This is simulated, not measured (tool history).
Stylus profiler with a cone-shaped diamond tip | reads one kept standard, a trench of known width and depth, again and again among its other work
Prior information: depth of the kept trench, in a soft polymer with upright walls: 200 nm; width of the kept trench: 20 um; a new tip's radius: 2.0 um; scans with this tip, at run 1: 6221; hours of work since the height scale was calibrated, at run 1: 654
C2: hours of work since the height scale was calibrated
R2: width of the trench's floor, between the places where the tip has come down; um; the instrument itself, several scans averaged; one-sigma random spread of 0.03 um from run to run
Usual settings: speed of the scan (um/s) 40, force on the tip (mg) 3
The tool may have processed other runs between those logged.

{"run": 1, "hour": 0.0, "speed of the scan (um/s)": 40, "force on the tip (mg)": 3, "scans with this tip": 6221, "C2": 654, "depth of the trench (nm)": 201.78, "R2": 17.83}
{"run": 2, "hour": 36.2, "speed of the scan (um/s)": 40, "force on the tip (mg)": 3, "scans with this tip": 6401, "C2": 673, "depth of the trench (nm)": 201.56, "R2": 17.84}
{"run": 3, "hour": 53.3, "speed of the scan (um/s)": 40, "force on the tip (mg)": 3, "scans with this tip": 6485, "C2": 682, "depth of the trench (nm)": 201.7, "R2": 17.87}
{"run": 4, "hour": 91.5, "speed of the scan (um/s)": 40, "force on the tip (mg)": 3, "scans with this tip": 6675, "C2": 702, "depth of the trench (nm)": 201.61, "R2": 17.84}
{"run": 5, "hour": 124.5, "speed of the scan (um/s)": 153, "force on the tip (mg)": 3, "scans with this tip": 6839, "C2": 719, "depth of the trench (nm)": 201.84, "R2": 17.55}
{"run": 6, "hour": 145.2, "speed of the scan (um/s)": 153, "force on the tip (mg)": 3, "scans with this tip": 6941, "C2": 730, "depth of the trench (nm)": 201.67, "R2": 17.51}
{"run": 7, "hour": 185.4, "speed of the scan (um/s)": 40, "force on the tip (mg)": 1.91, "scans with this tip": 7140, "C2": 751, "depth of the trench (nm)": 201.17, "R2": 17.78}
{"run": 8, "hour": 207.9, "speed of the scan (um/s)": 40, "force on the tip (mg)": 1.91, "scans with this tip": 7252, "C2": 763, "depth of the trench (nm)": 201.16, "R2": 17.79}
{"run": 9, "hour": 224.2, "speed of the scan (um/s)": 40, "force on the tip (mg)": 2.86, "scans with this tip": 7333, "C2": 771, "depth of the trench (nm)": 201.65, "R2": 17.81}
{"run": 10, "hour": 264.8, "speed of the scan (um/s)": 40, "force on the tip (mg)": 2.86, "scans with this tip": 7534, "C2": 792, "depth of the trench (nm)": 201.56, "R2": 17.8}
{"run": 11, "hour": 281.4, "speed of the scan (um/s)": 40, "force on the tip (mg)": 3, "scans with this tip": 7616, "C2": 801, "depth of the trench (nm)": 201.66, "R2": 17.78}
{"run": 12, "hour": 301.5, "speed of the scan (um/s)": 40, "force on the tip (mg)": 3, "scans with this tip": 7716, "C2": 811, "depth of the trench (nm)": 201.54, "R2": 17.76}
{"run": 13, "hour": 327.0, "speed of the scan (um/s)": 40, "force on the tip (mg)": 3, "scans with this tip": 7842, "C2": 825, "depth of the trench (nm)": 201.58, "R2": 17.79}
{"run": 14, "hour": 347.9, "speed of the scan (um/s)": 40, "force on the tip (mg)": 3, "scans with this tip": 7946, "C2": 835, "depth of the trench (nm)": 201.54, "R2": 17.78}
{"hour": 351.3, "done": "height scale calibrated on a step standard"}
{"run": 15, "hour": 373.1, "speed of the scan (um/s)": 40, "force on the tip (mg)": 3, "scans with this tip": 8068, "C2": 11, "depth of the trench (nm)": 201.62, "R2": 17.73}
{"run": 16, "hour": 412.7, "speed of the scan (um/s)": 40, "force on the tip (mg)": 3, "scans with this tip": 8264, "C2": 32, "depth of the trench (nm)": 201.64, "R2": 17.81}
{"run": 17, "hour": 449.7, "speed of the scan (um/s)": 40, "force on the tip (mg)": 3, "scans with this tip": 8448, "C2": 51, "depth of the trench (nm)": 201.4, "R2": 17.78}
{"run": 18, "hour": 469.5, "speed of the scan (um/s)": 40, "force on the tip (mg)": 3, "scans with this tip": 8546, "C2": 62, "depth of the trench (nm)": 201.57, "R2": 17.76}
{"run": 19, "hour": 510.0, "speed of the scan (um/s)": 40, "force on the tip (mg)": 3, "scans with this tip": 8747, "C2": 83, "depth of the trench (nm)": 201.6, "R2": 17.69}
{"run": 20, "hour": 526.7, "speed of the scan (um/s)": 40, "force on the tip (mg)": 3, "scans with this tip": 8830, "C2": 91, "depth of the trench (nm)": 201.55, "R2": 17.75}
{"hour": 532.0, "done": "height scale calibrated on a step standard, once more"}
{"run": 21, "hour": 553.8, "speed of the scan (um/s)": 40, "force on the tip (mg)": 2.19, "scans with this tip": 8961, "C2": 11, "depth of the trench (nm)": 201.75, "R2": 17.74}
{"run": 22, "hour": 581.4, "speed of the scan (um/s)": 40, "force on the tip (mg)": 2.74, "scans with this tip": 9098, "C2": 26, "depth of the trench (nm)": 202.04, "R2": 17.75}
{"run": 23, "hour": 616.9, "speed of the scan (um/s)": 12, "force on the tip (mg)": 1.15, "scans with this tip": 9274, "C2": 44, "depth of the trench (nm)": 200.94, "R2": 17.76}
{"run": 24, "hour": 639.0, "speed of the scan (um/s)": 14, "force on the tip (mg)": 6.67, "scans with this tip": 9384, "C2": 56, "depth of the trench (nm)": 203.78, "R2": 17.78}
{"run": 25, "hour": 656.4, "speed of the scan (um/s)": 14, "force on the tip (mg)": 6.67, "scans with this tip": 9470, "C2": 65, "depth of the trench (nm)": 203.56, "R2": 17.78}
{"run": 26, "hour": 695.5, "speed of the scan (um/s)": 18, "force on the tip (mg)": 1.26, "scans with this tip": 9664, "C2": 85, "depth of the trench (nm)": 201.13, "R2": 17.73}
{"run": 27, "hour": 732.1, "speed of the scan (um/s)": 11, "force on the tip (mg)": 1.45, "scans with this tip": 9845, "C2": 104, "depth of the trench (nm)": 201.29, "R2": 17.73}
{"run": 28, "hour": 766.2, "speed of the scan (um/s)": 28, "force on the tip (mg)": 3, "scans with this tip": 10014, "C2": 122, "depth of the trench (nm)": 201.92, "R2": 17.75}
{"run": 29, "hour": 792.3, "speed of the scan (um/s)": 28, "force on the tip (mg)": 3, "scans with this tip": 10144, "C2": 136, "depth of the trench (nm)": 201.92, "R2": 17.68}
{"run": 30, "hour": 819.2, "speed of the scan (um/s)": 40, "force on the tip (mg)": 2.28, "scans with this tip": 10277, "C2": 150, "depth of the trench (nm)": 201.65, "R2": 17.65}
{"run": 31, "hour": 838.5, "speed of the scan (um/s)": 100, "force on the tip (mg)": 6.47, "scans with this tip": 10373, "C2": 160, "depth of the trench (nm)": 203.45, "R2": 17.62}
{"run": 32, "hour": 876.8, "speed of the scan (um/s)": 25, "force on the tip (mg)": 8.41, "scans with this tip": 10563, "C2": 180, "depth of the trench (nm)": 204.21, "R2": 17.71}
{"run": 33, "hour": 893.4, "speed of the scan (um/s)": 141, "force on the tip (mg)": 2.97, "scans with this tip": 10645, "C2": 188, "depth of the trench (nm)": 202.09, "R2": 17.38}
{"run": 34, "hour": 911.2, "speed of the scan (um/s)": 141, "force on the tip (mg)": 2.97, "scans with this tip": 10733, "C2": 198, "depth of the trench (nm)": 201.9, "R2": 17.39}
{"run": 35, "hour": 949.9, "speed of the scan (um/s)": 35, "force on the tip (mg)": 3.91, "scans with this tip": 10925, "C2": 218, "depth of the trench (nm)": 202.25, "R2": 17.64}
{"run": 36, "hour": 973.8, "speed of the scan (um/s)": 107, "force on the tip (mg)": 2.66, "scans with this tip": 11043, "C2": 230, "depth of the trench (nm)": 201.74, "R2": 17.47}
{"run": 37, "hour": 996.9, "speed of the scan (um/s)": 126, "force on the tip (mg)": 3, "scans with this tip": 11158, "C2": 242, "depth of the trench (nm)": 201.93, "R2": 17.39}
{"run": 38, "hour": 1031.0, "speed of the scan (um/s)": 104, "force on the tip (mg)": 1.38, "scans with this tip": 11327, "C2": 260, "depth of the trench (nm)": 201.06, "R2": 17.4}
{"run": 39, "hour": 1055.1, "speed of the scan (um/s)": 31, "force on the tip (mg)": 5.21, "scans with this tip": 11447, "C2": 273, "depth of the trench (nm)": 202.78, "R2": 17.65}
{"run": 40, "hour": 1073.2, "speed of the scan (um/s)": 25, "force on the tip (mg)": 5.65, "scans with this tip": 11536, "C2": 282, "depth of the trench (nm)": 203.01, "R2": 17.65}
{"run": 41, "hour": 1101.6, "speed of the scan (um/s)": 25, "force on the tip (mg)": 5.65, "scans with this tip": 11677, "C2": 297, "depth of the trench (nm)": 203.04, "R2": 17.65}
{"run": 42, "hour": 1133.7, "speed of the scan (um/s)": 98, "force on the tip (mg)": 2.71, "scans with this tip": 11836, "C2": 314, "depth of the trench (nm)": 201.92, "R2": 17.39}
{"run": 43, "hour": 1170.2, "speed of the scan (um/s)": 98, "force on the tip (mg)": 2.71, "scans with this tip": 12017, "C2": 333, "depth of the trench (nm)": 201.82, "R2": 17.4}
{"run": 44, "hour": 1193.9, "speed of the scan (um/s)": 58, "force on the tip (mg)": 4.7, "scans with this tip": 12134, "C2": 345, "depth of the trench (nm)": 202.6, "R2": 17.56}

Results per run with the tool's hidden condition removed, run-to-run variation unchanged:
Hidden state at play: radius of the tip, um; height scale over the true one, %; drift of the gauge itself on depth_nm, %; drift of the gauge itself on floor_um, %.
run=1 depth_of_the_trench_(nm)=202.21 R2=18.13
run=2 depth_of_the_trench_(nm)=202 R2=18.15
run=3 depth_of_the_trench_(nm)=202.15 R2=18.18
run=4 depth_of_the_trench_(nm)=202.07 R2=18.16
run=5 depth_of_the_trench_(nm)=202.3 R2=17.88
run=6 depth_of_the_trench_(nm)=202.13 R2=17.85
run=7 depth_of_the_trench_(nm)=201.65 R2=18.13
run=8 depth_of_the_trench_(nm)=201.65 R2=18.15
run=9 depth_of_the_trench_(nm)=202.14 R2=18.17
run=10 depth_of_the_trench_(nm)=202.06 R2=18.17
run=11 depth_of_the_trench_(nm)=202.17 R2=18.15
run=12 depth_of_the_trench_(nm)=202.05 R2=18.14
run=13 depth_of_the_trench_(nm)=202.1 R2=18.17
run=14 depth_of_the_trench_(nm)=202.06 R2=18.17
run=15 depth_of_the_trench_(nm)=202.22 R2=18.12
run=16 depth_of_the_trench_(nm)=202.25 R2=18.21
run=17 depth_of_the_trench_(nm)=202.02 R2=18.19
run=18 depth_of_the_trench_(nm)=202.2 R2=18.18
run=19 depth_of_the_trench_(nm)=202.24 R2=18.12
run=20 depth_of_the_trench_(nm)=202.19 R2=18.18
run=21 depth_of_the_trench_(nm)=201.8 R2=18.18
run=22 depth_of_the_trench_(nm)=202.1 R2=18.19
run=23 depth_of_the_trench_(nm)=201.01 R2=18.21
run=24 depth_of_the_trench_(nm)=203.85 R2=18.24
run=25 depth_of_the_trench_(nm)=203.64 R2=18.24
run=26 depth_of_the_trench_(nm)=201.22 R2=18.2
run=27 depth_of_the_trench_(nm)=201.39 R2=18.21
run=28 depth_of_the_trench_(nm)=202.03 R2=18.23
run=29 depth_of_the_trench_(nm)=202.04 R2=18.16
run=30 depth_of_the_trench_(nm)=201.78 R2=18.15
run=31 depth_of_the_trench_(nm)=203.58 R2=18.11
run=32 depth_of_the_trench_(nm)=204.35 R2=18.22
run=33 depth_of_the_trench_(nm)=202.24 R2=17.89
run=34 depth_of_the_trench_(nm)=202.05 R2=17.91
run=35 depth_of_the_trench_(nm)=202.41 R2=18.16
run=36 depth_of_the_trench_(nm)=201.9 R2=18
run=37 depth_of_the_trench_(nm)=202.1 R2=17.92
run=38 depth_of_the_trench_(nm)=201.24 R2=17.94
run=39 depth_of_the_trench_(nm)=202.97 R2=18.19
run=40 depth_of_the_trench_(nm)=203.2 R2=18.2
run=41 depth_of_the_trench_(nm)=203.24 R2=18.21
run=42 depth_of_the_trench_(nm)=202.14 R2=17.95
run=43 depth_of_the_trench_(nm)=202.04 R2=17.97
run=44 depth_of_the_trench_(nm)=202.83 R2=18.14
